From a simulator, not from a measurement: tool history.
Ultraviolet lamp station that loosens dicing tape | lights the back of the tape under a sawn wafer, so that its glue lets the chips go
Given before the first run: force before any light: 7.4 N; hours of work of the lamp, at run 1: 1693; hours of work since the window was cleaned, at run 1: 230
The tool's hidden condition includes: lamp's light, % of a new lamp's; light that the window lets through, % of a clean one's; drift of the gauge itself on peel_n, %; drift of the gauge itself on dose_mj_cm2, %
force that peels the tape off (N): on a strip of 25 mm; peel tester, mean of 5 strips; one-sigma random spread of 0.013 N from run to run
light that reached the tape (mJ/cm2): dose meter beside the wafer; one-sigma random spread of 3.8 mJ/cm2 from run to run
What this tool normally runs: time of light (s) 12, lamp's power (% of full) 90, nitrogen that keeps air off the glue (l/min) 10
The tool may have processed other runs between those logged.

| run | hour | time of light (s) | lamp's power (% of full) | nitrogen that keeps air off the glue (l/min) | hours of work of the lamp | hours of work since the window was cleaned | force that peels the tape off (N) | light that reached the tape (mJ/cm2) |
|---|---|---|---|---|---|---|---|---|
| 1 | 0.0 | 12 | 90 | 10 | 1693 | 230 | 1.224 | 442 |
| 2 | 53.0 | 12 | 90 | 10 | 1721 | 258 | 1.308 | 426 |
| 3 | 101.1 | 12 | 90 | 10 | 1747 | 284 | 1.316 | 425 |
| 4 | 144.1 | 12 | 90 | 10 | 1770 | 307 | 1.342 | 422 |
|  | 148.5 | lamp changed |
| 5 | 185.9 | 12 | 90 | 10 | 20 | 328 | 0.753 | 595 |
| 6 | 248.3 | 12 | 90 | 10 | 53 | 362 | 0.760 | 582 |
| 7 | 329.0 | 12 | 96 | 10 | 96 | 405 | 0.685 | 614 |
| 8 | 399.3 | 12 | 90 | 10 | 134 | 442 | 0.812 | 556 |
| 9 | 433.5 | 14 | 90 | 10 | 152 | 461 | 0.612 | 659 |
| 10 | 496.9 | 12 | 86 | 10 | 186 | 494 | 0.893 | 525 |
|  | 526.8 | window cleaned of glue's vapour |
| 11 | 563.2 | 12 | 86 | 5 | 221 | 19 | 1.440 | 501 |
| 12 | 633.1 | 12 | 86 | 5 | 258 | 57 | 1.478 | 486 |
| 13 | 694.4 | 12 | 90 | 10 | 291 | 89 | 0.968 | 508 |
| 14 | 766.7 | 12 | 62 | 10 | 330 | 128 | 1.795 | 346 |
|  | 794.6 | window cleaned of glue's vapour, once more |
| 15 | 836.8 | 12 | 62 | 10 | 367 | 23 | 1.360 | 409 |
| 16 | 901.9 | 7 | 62 | 10 | 402 | 57 | 2.690 | 236 |
| 17 | 957.5 | 7 | 62 | 10 | 431 | 87 | 2.779 | 231 |
| 18 | 1030.2 | 7 | 62 | 10 | 470 | 126 | 2.890 | 233 |
| 19 | 1089.4 | 12 | 85 | 17 | 502 | 157 | 0.704 | 531 |
| 20 | 1123.3 | 12 | 62 | 17 | 520 | 175 | 1.242 | 383 |
| 21 | 1203.1 | 7 | 62 | 6 | 562 | 218 | 3.452 | 220 |
| 22 | 1254.4 | 16 | 98 | 10 | 590 | 245 | 0.390 | 801 |
| 23 | 1317.8 | 13 | 90 | 10 | 624 | 279 | 0.756 | 590 |
| 24 | 1356.7 | 17 | 80 | 5 | 644 | 300 | 0.857 | 671 |
| 25 | 1414.8 | 16 | 66 | 5 | 676 | 331 | 1.419 | 517 |
| 26 | 1487.0 | 10 | 91 | 3 | 714 | 370 | 2.212 | 436 |
| 27 | 1565.3 | 10 | 91 | 3 | 756 | 411 | 2.139 | 423 |
| 28 | 1616.9 | 20 | 60 | 17 | 783 | 439 | 0.632 | 559 |

Alternative continuations, all from the tool just after run 28; predict every row:
| A | 1664.4 | 7 | 76 | 17 | 809 | 464 | ? | ? |
| B | 1664.4 | 21 | 60 | 17 | 809 | 464 | ? | ? |
| C | 1664.4 | 20 | 60 | 7 | 809 | 464 | ? | ? |
| D | 1664.4 | 20 | 87 | 17 | 809 | 464 | ? | ? |

| run | force that peels the tape off (N) | light that reached the tape (mJ/cm2) |
|---|---|---|
| A | 2.300 | 243 |
| B | 0.588 | 574 |
| C | 1.013 | 555 |
| D | 0.314 | 800 |
Had the tool no hidden state, the same runs would have come out as:
| run | force that peels the tape off (N) | light that reached the tape (mJ/cm2) |
|---|---|---|
| A | 1.637 | 319 |
| B | 0.344 | 752 |
| C | 0.606 | 726 |
| D | 0.218 | 1048 |

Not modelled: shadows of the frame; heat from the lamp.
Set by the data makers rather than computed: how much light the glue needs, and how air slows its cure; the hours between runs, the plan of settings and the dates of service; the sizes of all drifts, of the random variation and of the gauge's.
